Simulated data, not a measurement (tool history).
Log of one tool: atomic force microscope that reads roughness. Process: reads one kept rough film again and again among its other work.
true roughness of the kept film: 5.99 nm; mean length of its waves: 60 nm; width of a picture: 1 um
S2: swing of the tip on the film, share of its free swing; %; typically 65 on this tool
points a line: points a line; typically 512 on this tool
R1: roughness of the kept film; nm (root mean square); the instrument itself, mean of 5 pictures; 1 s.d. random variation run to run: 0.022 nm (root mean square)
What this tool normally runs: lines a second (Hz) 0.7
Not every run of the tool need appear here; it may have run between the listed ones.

{"run": 1, "hour": 0.0, "lines a second (Hz)": 0.7, "S2": 65, "points a line": 512, "R1": 5.121}
{"run": 2, "hour": 9.6, "lines a second (Hz)": 0.7, "S2": 65, "points a line": 512, "R1": 5.071}
{"run": 3, "hour": 16.8, "lines a second (Hz)": 0.7, "S2": 65, "points a line": 512, "R1": 5.058}
{"run": 4, "hour": 21.1, "lines a second (Hz)": 3.846, "S2": 65, "points a line": 512, "R1": 4.357}
{"run": 5, "hour": 30.2, "lines a second (Hz)": 3.846, "S2": 65, "points a line": 512, "R1": 4.765}
{"run": 6, "hour": 38.0, "lines a second (Hz)": 3.846, "S2": 65, "points a line": 512, "R1": 4.751}
{"run": 7, "hour": 43.6, "lines a second (Hz)": 3.846, "S2": 65, "points a line": 512, "R1": 4.718}
{"run": 8, "hour": 48.0, "lines a second (Hz)": 3.846, "S2": 65, "points a line": 512, "R1": 4.688}
{"run": 9, "hour": 55.2, "lines a second (Hz)": 3.846, "S2": 65, "points a line": 512, "R1": 4.659}
{"run": 10, "hour": 59.9, "lines a second (Hz)": 0.7, "S2": 88, "points a line": 864, "R1": 4.953}
{"run": 11, "hour": 69.5, "lines a second (Hz)": 0.7, "S2": 88, "points a line": 864, "R1": 4.864}
{"run": 12, "hour": 77.2, "lines a second (Hz)": 0.874, "S2": 60, "points a line": 701, "R1": 5.282}
{"run": 13, "hour": 86.2, "lines a second (Hz)": 0.874, "S2": 60, "points a line": 701, "R1": 5.172}
{"run": 14, "hour": 95.4, "lines a second (Hz)": 0.874, "S2": 60, "points a line": 701, "R1": 5.14}
{"run": 15, "hour": 105.4, "lines a second (Hz)": 0.874, "S2": 60, "points a line": 701, "R1": 5.09}
{"run": 16, "hour": 114.9, "lines a second (Hz)": 1.123, "S2": 60, "points a line": 954, "R1": 5.029}
{"run": 17, "hour": 121.0, "lines a second (Hz)": 1.123, "S2": 60, "points a line": 954, "R1": 5.008}

Not shown: 1 entry that the log had between the listed runs. Between which runs, and how does the tool's hidden state differ before and after?
Between runs 4 and 5: new tip fitted (hour 23.4)
  radius of the tip, nm: 23.5 -> 8.4; height scale over the true one, %: 0.14 -> 0.15
  difference, measured minus the result without the unlogged condition, R1: -0.442 -> -0.036 nm (root mean square)

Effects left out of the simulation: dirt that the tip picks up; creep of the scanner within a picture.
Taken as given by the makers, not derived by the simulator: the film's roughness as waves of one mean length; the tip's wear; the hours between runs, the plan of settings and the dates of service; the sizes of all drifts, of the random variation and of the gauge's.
